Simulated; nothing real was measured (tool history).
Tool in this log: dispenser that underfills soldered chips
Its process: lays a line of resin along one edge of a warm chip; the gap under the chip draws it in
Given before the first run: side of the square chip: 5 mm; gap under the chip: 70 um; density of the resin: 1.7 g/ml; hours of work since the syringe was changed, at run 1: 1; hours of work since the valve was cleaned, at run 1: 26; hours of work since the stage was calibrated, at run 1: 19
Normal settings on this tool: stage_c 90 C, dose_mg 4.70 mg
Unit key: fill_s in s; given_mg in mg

run   hour  stage_c  dose_mg  hours of work since the syringe was changed  hours of work since the valve was cleaned  hours of work since the stage was calibrated  fill_s  given_mg
  1    0.0       90     4.70                                            1                                         26                                            19    11.1      4.60
       6.3  -- new syringe of resin
  2    9.3       90     4.70                                            2                                         33                                            26    13.2      4.58
      13.8  -- new syringe of resin
  3   18.1       90     4.70                                            3                                         40                                            33    13.6      4.52
      21.2  -- new syringe of resin
  4   23.9       90     4.01                                            2                                         44                                            37    12.5      3.85
      28.8  -- new syringe of resin
  5   33.0       90     4.01                                            3                                         51                                            44    14.5      3.84
      36.5  -- new syringe of resin
  6   42.8       90     5.01                                            5                                         58                                            51    16.7      4.79
      44.1  -- new syringe of resin
  7   47.2       90     5.01                                            2                                         61                                            55    12.7      4.81
      51.7  -- new syringe of resin
  8   55.3       90     6.02                                            3                                         67                                            61    13.3      5.71
      59.5  -- new syringe of resin
      60.5  -- dispensing valve cleaned and set on the balance
  9   66.3       90     6.02                                            4                                          4                                            68    15.8      6.01
      68.2  -- new syringe of resin
 10   73.3       88     5.76                                            4                                         10                                            73    16.2      5.75
      75.6  -- new syringe of resin
      83.2  -- new syringe of resin
 11   83.7       76     4.14                                            0                                         17                                            81    18.1      4.09
 12   89.9       85     4.70                                            5                                         22                                            86    19.4      4.66
      91.0  -- new syringe of resin
      98.5  -- new syringe of resin
 13   98.5       85     4.70                                            0                                         28                                            92    12.5      4.62
     106.1  -- new syringe of resin
 14  108.9       85     4.70                                            2                                         36                                           100    15.1      4.61
     113.5  -- new syringe of resin
 15  118.7       93     4.47                                            4                                         43                                           107    14.0      4.35
     120.9  -- new syringe of resin
 16  125.9       86     5.00                                            4                                         49                                           112    16.3      4.82
     128.3  -- new syringe of resin
 17  134.7       86     5.00                                            5                                         55                                           119    18.9      4.80
     135.8  -- new syringe of resin
 18  140.7       99     5.11                                            4                                         60                                           123    10.7      4.94

5 options for the next run, each taken on its own from the tool as it stands now. Forecast them:
     143.3  -- new syringe of resin
     150.8  -- new syringe of resin
  A  150.8       77     5.93                                            0                                         67                                           131       ?         ?
     143.3  -- new syringe of resin
     150.8  -- new syringe of resin
  B  150.8       98     4.17                                            0                                         67                                           131       ?         ?
     143.3  -- new syringe of resin
     150.8  -- new syringe of resin
  C  150.8       99     4.07                                            0                                         67                                           131       ?         ?
     143.3  -- new syringe of resin
     150.8  -- new syringe of resin
  D  150.8       83     4.02                                            0                                         67                                           131       ?         ?
     143.3  -- new syringe of resin
     150.8  -- new syringe of resin
  E  150.8       90     4.97                                            0                                         67                                           131       ?         ?

run  fill_s  given_mg
  A    16.3      5.65
  B     8.0      3.99
  C     8.0      3.90
  D    13.8      3.83
  E    10.0      4.75
Without the tool's unlogged condition, the same runs would have read:
run  fill_s  given_mg
  A    16.2      5.92
  B     7.9      4.18
  C     7.9      4.08
  D    13.6      4.01
  E     9.9      4.98

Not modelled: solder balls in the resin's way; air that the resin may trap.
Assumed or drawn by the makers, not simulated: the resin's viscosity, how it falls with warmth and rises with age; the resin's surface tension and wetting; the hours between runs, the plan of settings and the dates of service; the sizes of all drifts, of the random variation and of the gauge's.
